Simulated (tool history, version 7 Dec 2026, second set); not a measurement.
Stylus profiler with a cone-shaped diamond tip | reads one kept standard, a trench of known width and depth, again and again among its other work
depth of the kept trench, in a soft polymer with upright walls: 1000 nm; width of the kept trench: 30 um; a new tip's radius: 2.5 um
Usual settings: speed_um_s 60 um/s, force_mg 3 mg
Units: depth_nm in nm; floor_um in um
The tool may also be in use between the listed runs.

| run | hour | speed_um_s | force_mg | depth_nm | floor_um |
|---|---|---|---|---|---|
| 1 | 0 | 60 | 3 | 1018.07 | 25.39 |
| 2 | 15.4 | 60 | 3 | 1017.84 | 25.36 |
| 3 | 29.8 | 41 | 3 | 1018.1 | 25.48 |
| 4 | 43.5 | 41 | 3 | 1017.89 | 25.47 |
| 5 | 52.3 | 60 | 3 | 1018.27 | 25.36 |
| 6 | 61.1 | 60 | 3 | 1018.09 | 25.34 |
| 7 | 72.8 | 60 | 3 | 1018.14 | 25.3 |
| 8 | 81.4 | 60 | 8.97 | 1037.16 | 25.41 |
| 9 | 99.4 | 60 | 6.43 | 1030.07 | 25.4 |
| 10 | 109 | 60 | 3 | 1018.05 | 25.32 |
| 11 | 117.9 | 60 | 3 | 1018.62 | 25.34 |
| 12 | 134.4 | 60 | 3.4 | 1019.31 | 25.24 |
| 13 | 147.9 | 60 | 3 | 1018.06 | 25.22 |
| 14 | 162.5 | 60 | 3 | 1017.88 | 25.34 |
| 15 | 174.8 | 60 | 3 | 1018.29 | 25.26 |
| 16 | 182.9 | 60 | 3 | 1018.42 | 25.21 |
| 17 | 192.7 | 60 | 3 | 1018 | 25.24 |
| 18 | 210.1 | 60 | 3 | 1018.21 | 25.23 |
| 19 | 224.5 | 60 | 3 | 1017.84 | 25.25 |
| 20 | 241.3 | 60 | 3 | 1018.28 | 25.19 |
| 21 | 248.8 | 60 | 3 | 1018.6 | 25.23 |
| 22 | 266 | 60 | 4.41 | 1023.22 | 25.17 |
| 23 | 273.3 | 60 | 4.41 | 1023.33 | 25.2 |
| 24 | 280.8 | 30 | 3 | 1018.58 | 25.27 |
| 25 | 297.2 | 30 | 3 | 1018.25 | 25.26 |
| 26 | 313.4 | 179 | 6.33 | 1029.74 | 24.92 |
| 27 | 327.6 | 179 | 7.34 | 1032.7 | 24.89 |
| 28 | 339.9 | 112 | 7.34 | 1032.92 | 25.05 |
| 29 | 353.8 | 27 | 5.44 | 1026.96 | 25.23 |
| 30 | 372 | 27 | 5.44 | 1026.97 | 25.24 |
| 31 | 387.7 | 27 | 5.44 | 1027.15 | 25.18 |
| 32 | 403.6 | 27 | 5.44 | 1026.98 | 25.18 |
| 33 | 419.8 | 17 | 1.79 | 1013.73 | 25.15 |

Run 34 comes next. What will it give?
| 34 | 436.2 | 17 | 1.79 | ? | ? |

depth_nm: 1013.41 nm
floor_um: 25.21 um
Without the tool's hidden state the same run would have given depth_nm 1012.35 nm, floor_um 25.94 um.

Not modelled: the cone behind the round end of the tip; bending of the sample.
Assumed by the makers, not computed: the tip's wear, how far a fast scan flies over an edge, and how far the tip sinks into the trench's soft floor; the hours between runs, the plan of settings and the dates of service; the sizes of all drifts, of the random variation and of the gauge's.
